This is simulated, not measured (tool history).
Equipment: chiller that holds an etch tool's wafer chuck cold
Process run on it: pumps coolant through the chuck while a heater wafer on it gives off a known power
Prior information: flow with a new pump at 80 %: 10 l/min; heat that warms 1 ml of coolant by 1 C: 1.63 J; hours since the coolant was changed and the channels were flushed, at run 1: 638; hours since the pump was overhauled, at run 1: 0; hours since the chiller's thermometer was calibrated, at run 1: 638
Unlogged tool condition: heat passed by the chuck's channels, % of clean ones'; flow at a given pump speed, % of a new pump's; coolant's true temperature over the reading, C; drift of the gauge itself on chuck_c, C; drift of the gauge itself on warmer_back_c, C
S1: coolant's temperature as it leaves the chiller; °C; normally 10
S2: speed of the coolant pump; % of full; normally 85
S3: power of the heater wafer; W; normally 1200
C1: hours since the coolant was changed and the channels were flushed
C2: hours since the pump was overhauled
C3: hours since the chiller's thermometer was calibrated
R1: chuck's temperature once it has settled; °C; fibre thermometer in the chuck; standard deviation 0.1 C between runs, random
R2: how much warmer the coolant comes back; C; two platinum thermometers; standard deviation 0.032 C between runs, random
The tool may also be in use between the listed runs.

{"run": 1, "hour": 0.0, "S1": 10, "S2": 85, "S3": 1200, "C1": 638, "C2": 0, "C3": 638, "R1": 21.8, "R2": 4.13}
{"run": 2, "hour": 185.2, "S1": 10, "S2": 85, "S3": 1200, "C1": 823, "C2": 185, "C3": 823, "R1": 21.8, "R2": 4.12}
{"run": 3, "hour": 390.4, "S1": 10, "S2": 85, "S3": 1200, "C1": 1029, "C2": 390, "C3": 1029, "R1": 21.9, "R2": 4.15}
{"run": 4, "hour": 516.0, "S1": 10, "S2": 85, "S3": 1200, "C1": 1154, "C2": 516, "C3": 1154, "R1": 22.0, "R2": 4.17}
{"run": 5, "hour": 648.2, "S1": 10, "S2": 85, "S3": 1200, "C1": 1286, "C2": 648, "C3": 1286, "R1": 22.3, "R2": 4.22}
{"run": 6, "hour": 814.2, "S1": 10, "S2": 85, "S3": 1200, "C1": 1452, "C2": 814, "C3": 1452, "R1": 22.2, "R2": 4.23}
{"run": 7, "hour": 951.4, "S1": 10, "S2": 85, "S3": 667, "C1": 1590, "C2": 951, "C3": 1590, "R1": 16.7, "R2": 2.37}
{"run": 8, "hour": 1159.0, "S1": 10, "S2": 85, "S3": 667, "C1": 1797, "C2": 1159, "C3": 1797, "R1": 16.9, "R2": 2.37}
{"run": 9, "hour": 1348.8, "S1": 10, "S2": 85, "S3": 1091, "C1": 1987, "C2": 1349, "C3": 1987, "R1": 21.3, "R2": 3.84}
{"run": 10, "hour": 1529.9, "S1": 10, "S2": 85, "S3": 1200, "C1": 2168, "C2": 1530, "C3": 2168, "R1": 22.7, "R2": 4.28}
{"run": 11, "hour": 1626.2, "S1": 9, "S2": 85, "S3": 1200, "C1": 2265, "C2": 1626, "C3": 2265, "R1": 21.6, "R2": 4.3}
{"run": 12, "hour": 1734.3, "S1": 9, "S2": 85, "S3": 1200, "C1": 2373, "C2": 1734, "C3": 2373, "R1": 21.8, "R2": 4.24}
{"run": 13, "hour": 1915.6, "S1": 9, "S2": 85, "S3": 1200, "C1": 2554, "C2": 1916, "C3": 2554, "R1": 21.9, "R2": 4.31}
{"run": 14, "hour": 2086.8, "S1": 10, "S2": 85, "S3": 1200, "C1": 2725, "C2": 2087, "C3": 2725, "R1": 22.9, "R2": 4.29}
{"run": 15, "hour": 2268.9, "S1": 10, "S2": 85, "S3": 1200, "C1": 2907, "C2": 2269, "C3": 2907, "R1": 23.3, "R2": 4.28}
{"run": 16, "hour": 2390.3, "S1": 10, "S2": 85, "S3": 1200, "C1": 3029, "C2": 2390, "C3": 3029, "R1": 23.4, "R2": 4.31}
{"run": 17, "hour": 2556.2, "S1": 10, "S2": 85, "S3": 1200, "C1": 3194, "C2": 2556, "C3": 3194, "R1": 23.3, "R2": 4.32}
{"hour": 2692.3, "done": "chiller's thermometer calibrated"}
{"run": 18, "hour": 2705.2, "S1": 10, "S2": 88, "S3": 1200, "C1": 3343, "C2": 2704, "C3": 13, "R1": 22.8, "R2": 4.19}
{"run": 19, "hour": 2867.7, "S1": 10, "S2": 85, "S3": 1171, "C1": 3505, "C2": 2867, "C3": 175, "R1": 23.0, "R2": 4.27}
{"run": 20, "hour": 3027.3, "S1": 10, "S2": 85, "S3": 750, "C1": 3665, "C2": 3026, "C3": 335, "R1": 18.4, "R2": 2.69}
{"run": 21, "hour": 3245.2, "S1": 10, "S2": 77, "S3": 750, "C1": 3882, "C2": 3244, "C3": 553, "R1": 19.5, "R2": 3.05}
{"run": 22, "hour": 3461.6, "S1": 8, "S2": 92, "S3": 1200, "C1": 4099, "C2": 3461, "C3": 769, "R1": 20.7, "R2": 4.02}
{"run": 23, "hour": 3604.8, "S1": 8, "S2": 92, "S3": 1200, "C1": 4242, "C2": 3604, "C3": 912, "R1": 20.8, "R2": 4.07}
{"run": 24, "hour": 3708.8, "S1": 12, "S2": 81, "S3": 1409, "C1": 4346, "C2": 3708, "C3": 1016, "R1": 28.8, "R2": 5.54}
{"hour": 3880.1, "done": "coolant changed, channels flushed"}
{"run": 25, "hour": 3932.6, "S1": 12, "S2": 81, "S3": 1409, "C1": 52, "C2": 3926, "C3": 1234, "R1": 27.0, "R2": 5.5}
{"run": 26, "hour": 4034.2, "S1": 18, "S2": 65, "S3": 644, "C1": 154, "C2": 4027, "C3": 1336, "R1": 26.3, "R2": 3.22}
{"run": 27, "hour": 4243.4, "S1": 2, "S2": 94, "S3": 1313, "C1": 363, "C2": 4236, "C3": 1545, "R1": 14.4, "R2": 4.41}
{"run": 28, "hour": 4462.5, "S1": 10, "S2": 85, "S3": 1634, "C1": 582, "C2": 4455, "C3": 1764, "R1": 27.0, "R2": 6.1}
{"run": 29, "hour": 4605.6, "S1": 1, "S2": 60, "S3": 1634, "C1": 726, "C2": 4599, "C3": 1907, "R1": 24.4, "R2": 8.9}
{"run": 30, "hour": 4804.4, "S1": 13, "S2": 88, "S3": 1551, "C1": 924, "C2": 4797, "C3": 2106, "R1": 29.1, "R2": 5.6}
{"run": 31, "hour": 4960.6, "S1": 20, "S2": 61, "S3": 777, "C1": 1081, "C2": 4954, "C3": 2262, "R1": 31.3, "R2": 4.17}
{"run": 32, "hour": 5088.8, "S1": 10, "S2": 69, "S3": 1200, "C1": 1209, "C2": 5082, "C3": 2391, "R1": 25.5, "R2": 5.66}

What if the next run were any one of these 3? Each begins from the tool's condition after run 32:
{"run": "A", "hour": 5262.3, "S1": 14, "S2": 76, "S3": 1128, "C1": 1382, "C2": 5255, "C3": 2564, "R1": "?", "R2": "?"}
{"run": "B", "hour": 5262.3, "S1": 0, "S2": 69, "S3": 1602, "C1": 1382, "C2": 5255, "C3": 2564, "R1": "?", "R2": "?"}
{"run": "C", "hour": 5262.3, "S1": 3, "S2": 69, "S3": 967, "C1": 1382, "C2": 5255, "C3": 2564, "R1": "?", "R2": "?"}

run=A R1=27.5 R2=4.75
run=B R1=20.8 R2=7.54
run=C R1=15.5 R2=4.59
With no hidden state in the tool, these same runs would have given:
run=A R1=25.8 R2=4.32
run=B R1=18.3 R2=6.86
run=C R1=13.9 R2=4.18

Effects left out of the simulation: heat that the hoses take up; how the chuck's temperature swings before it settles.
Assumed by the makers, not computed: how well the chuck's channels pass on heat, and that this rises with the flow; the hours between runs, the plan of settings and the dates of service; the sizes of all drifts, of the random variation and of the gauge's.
